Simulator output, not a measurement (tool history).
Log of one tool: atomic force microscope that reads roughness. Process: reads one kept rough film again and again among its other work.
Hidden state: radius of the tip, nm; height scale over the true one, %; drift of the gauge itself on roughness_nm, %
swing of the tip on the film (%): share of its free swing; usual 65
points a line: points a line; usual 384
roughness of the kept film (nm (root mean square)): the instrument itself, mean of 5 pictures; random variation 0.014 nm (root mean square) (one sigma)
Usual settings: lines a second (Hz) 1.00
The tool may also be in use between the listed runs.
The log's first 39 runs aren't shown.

run,day,lines a second (Hz),swing of the tip on the film (%),points a line,pictures with this tip,hours of work since the height scale was calibrated,roughness of the kept film (nm (root mean square))
40,30.396,1.00,57,972,183,1058,3.448
# day 30.917: new tip fitted
41,31.504,1.00,57,972,20,1076,3.456
42,32.292,1.00,57,972,46,1089,3.474
43,33.092,0.92,79,972,73,1103,3.315
44,33.633,1.36,88,384,91,1112,3.000
45,34.296,1.60,65,494,113,1123,3.302
46,35.096,1.03,65,413,140,1137,3.392
47,35.583,1.03,65,413,156,1145,3.391
48,36.171,1.00,65,360,176,1155,3.357
49,36.704,1.00,65,360,194,1164,3.343
# day 36.892: new tip fitted
50,37.583,1.00,65,637,23,1178,3.395
51,38.508,2.14,56,271,54,1194,3.314
52,39.588,2.14,56,271,90,1212,3.345

Forecast each of these 5 alternatives for the next run:
A,40.579,0.57,65,384,123,1229,?
B,40.579,2.14,56,545,123,1229,?
C,40.579,1.09,65,384,123,1229,?
D,40.579,1.34,65,467,123,1229,?
E,40.579,2.14,60,271,123,1229,?

run,roughness of the kept film (nm (root mean square))
A,3.432
B,3.378
C,3.373
D,3.354
E,3.281
Without the tool's hidden state the same runs would have given:
run,roughness of the kept film (nm (root mean square))
A,3.440
B,3.387
C,3.381
D,3.362
E,3.289
